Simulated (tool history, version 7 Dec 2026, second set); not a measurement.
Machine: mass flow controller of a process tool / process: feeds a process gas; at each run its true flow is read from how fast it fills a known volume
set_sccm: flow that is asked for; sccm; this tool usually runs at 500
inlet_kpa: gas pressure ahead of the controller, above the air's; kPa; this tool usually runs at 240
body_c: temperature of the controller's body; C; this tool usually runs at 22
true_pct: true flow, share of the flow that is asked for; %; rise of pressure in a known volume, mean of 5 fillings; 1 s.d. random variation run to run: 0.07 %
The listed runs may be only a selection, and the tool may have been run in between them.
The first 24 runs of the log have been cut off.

| run | hour | set_sccm | inlet_kpa | body_c | hours of work since the controller was set to zero | hours of work since the controller was changed | true_pct |
|---|---|---|---|---|---|---|---|
| 25 | 9892.0 | 120 | 240 | 32 | 4272 | 4272 | 107.77 |
| 26 | 10268.7 | 454 | 240 | 29 | 4527 | 4527 | 102.65 |
| 27 | 10794.0 | 209 | 240 | 35 | 4882 | 4882 | 105.64 |
| 28 | 11097.8 | 500 | 164 | 22 | 5087 | 5087 | 101.78 |
| 29 | 11578.0 | 500 | 164 | 37 | 5411 | 5411 | 103.39 |
|  | 11699.3 | controller's zero set anew |
| 30 | 11816.5 | 601 | 164 | 38 | 79 | 5572 | 101.40 |
| 31 | 12395.7 | 500 | 240 | 20 | 470 | 5963 | 100.24 |
| 32 | 12806.8 | 518 | 225 | 20 | 748 | 6241 | 100.38 |
| 33 | 13053.2 | 500 | 247 | 22 | 915 | 6407 | 100.83 |
| 34 | 13531.4 | 871 | 240 | 22 | 1238 | 6730 | 101.63 |
| 35 | 13985.4 | 500 | 240 | 34 | 1544 | 7037 | 102.24 |
| 36 | 14489.1 | 500 | 240 | 34 | 1885 | 7377 | 102.56 |
| 37 | 15053.6 | 500 | 240 | 34 | 2266 | 7759 | 102.79 |
| 38 | 15558.6 | 216 | 165 | 22 | 2607 | 8100 | 102.37 |
| 39 | 15976.7 | 365 | 165 | 22 | 2889 | 8382 | 101.88 |
| 40 | 16422.0 | 365 | 165 | 22 | 3190 | 8683 | 101.99 |
| 41 | 16864.4 | 500 | 195 | 33 | 3489 | 8982 | 103.21 |
| 42 | 17236.9 | 500 | 150 | 24 | 3741 | 9234 | 102.56 |

Estimate the outcome of run 43 from the log above:
| 43 | 17820.3 | 500 | 150 | 24 | 4135 | 9628 | ? |

Logged for run 43: true_pct 102.59 %.
Minus the tool's unlogged condition, the same run would have read true_pct 98.32 %.

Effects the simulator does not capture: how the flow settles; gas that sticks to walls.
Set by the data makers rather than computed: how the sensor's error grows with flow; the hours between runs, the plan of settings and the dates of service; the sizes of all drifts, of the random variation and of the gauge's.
